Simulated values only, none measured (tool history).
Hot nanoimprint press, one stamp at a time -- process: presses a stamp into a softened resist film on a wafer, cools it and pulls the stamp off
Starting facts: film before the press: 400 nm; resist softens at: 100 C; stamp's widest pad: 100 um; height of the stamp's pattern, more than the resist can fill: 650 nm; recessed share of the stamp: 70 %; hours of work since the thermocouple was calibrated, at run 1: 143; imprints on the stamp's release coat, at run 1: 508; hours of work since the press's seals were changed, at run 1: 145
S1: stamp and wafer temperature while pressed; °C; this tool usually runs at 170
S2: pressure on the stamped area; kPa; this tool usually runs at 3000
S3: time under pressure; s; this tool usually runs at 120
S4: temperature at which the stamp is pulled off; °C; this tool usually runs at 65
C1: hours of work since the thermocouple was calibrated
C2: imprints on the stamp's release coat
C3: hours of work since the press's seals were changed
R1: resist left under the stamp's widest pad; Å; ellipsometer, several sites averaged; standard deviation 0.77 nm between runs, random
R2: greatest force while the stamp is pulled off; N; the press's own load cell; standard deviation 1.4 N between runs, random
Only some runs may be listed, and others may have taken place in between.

run 1 hour=0 | S1=170 S2=3000 S3=120 S4=65 | C1=143 C2=508 C3=145 | R1=2245 R2=256
run 2 hour=6.6 | S1=170 S2=3000 S3=120 S4=65 | C1=148 C2=535 C3=149 | R1=2252 R2=257
run 3 hour=14.9 | S1=170 S2=3000 S3=120 S4=65 | C1=153 C2=568 C3=154 | R1=2249 R2=253
run 4 hour=23.4 | S1=170 S2=3000 S3=120 S4=65 | C1=159 C2=602 C3=160 | R1=2250 R2=256
run 5 hour=31.3 | S1=170 S2=3000 S3=120 S4=65 | C1=164 C2=634 C3=165 | R1=2264 R2=256
run 6 hour=36.5 | S1=179 S2=3000 S3=120 S4=65 | C1=167 C2=655 C3=168 | R1=1595 R2=261
-- hour=46.4 stamp cleaned and given a new release coat
run 7 hour=49.6 | S1=170 S2=2280 S3=120 S4=65 | C1=172 C2=13 C3=173 | R1=2481 R2=238
run 8 hour=54.2 | S1=170 S2=2280 S3=120 S4=65 | C1=175 C2=31 C3=176 | R1=2492 R2=241
run 9 hour=62.9 | S1=170 S2=2280 S3=120 S4=65 | C1=180 C2=67 C3=182 | R1=2469 R2=238
run 10 hour=72 | S1=170 S2=2280 S3=120 S4=65 | C1=186 C2=103 C3=188 | R1=2501 R2=239
run 11 hour=79.3 | S1=170 S2=2280 S3=120 S4=65 | C1=191 C2=133 C3=192 | R1=2491 R2=243
run 12 hour=84.8 | S1=170 S2=3000 S3=120 S4=51 | C1=195 C2=155 C3=196 | R1=2266 R2=327
run 13 hour=90.6 | S1=170 S2=3000 S3=120 S4=51 | C1=199 C2=179 C3=200 | R1=2256 R2=327
run 14 hour=94.7 | S1=170 S2=3000 S3=120 S4=51 | C1=201 C2=195 C3=202 | R1=2254 R2=327
run 15 hour=103.3 | S1=158 S2=3390 S3=120 S4=65 | C1=207 C2=230 C3=208 | R1=3192 R2=245
run 16 hour=110.1 | S1=158 S2=3390 S3=120 S4=65 | C1=211 C2=257 C3=212 | R1=3175 R2=244
run 17 hour=114.2 | S1=170 S2=3000 S3=120 S4=69 | C1=214 C2=274 C3=215 | R1=2256 R2=223

How the hidden state differs across the entries between the runs, from the last listed run before each to the first after it:
Run 6 -> run 7: stamp cleaned and given a new release coat (hour 46.4)
  true temperature over the reading, C: -0.28 -> -0.29; pressure that arrives at the usual setting, %: 98.29 -> 98.24; grip of the stamp's worn release coat, % over a new coat's: 8.8 -> 0.2
  difference, measured minus the result without the unlogged condition, R1: +30 -> +35 Å; R2: +23 -> +2 N
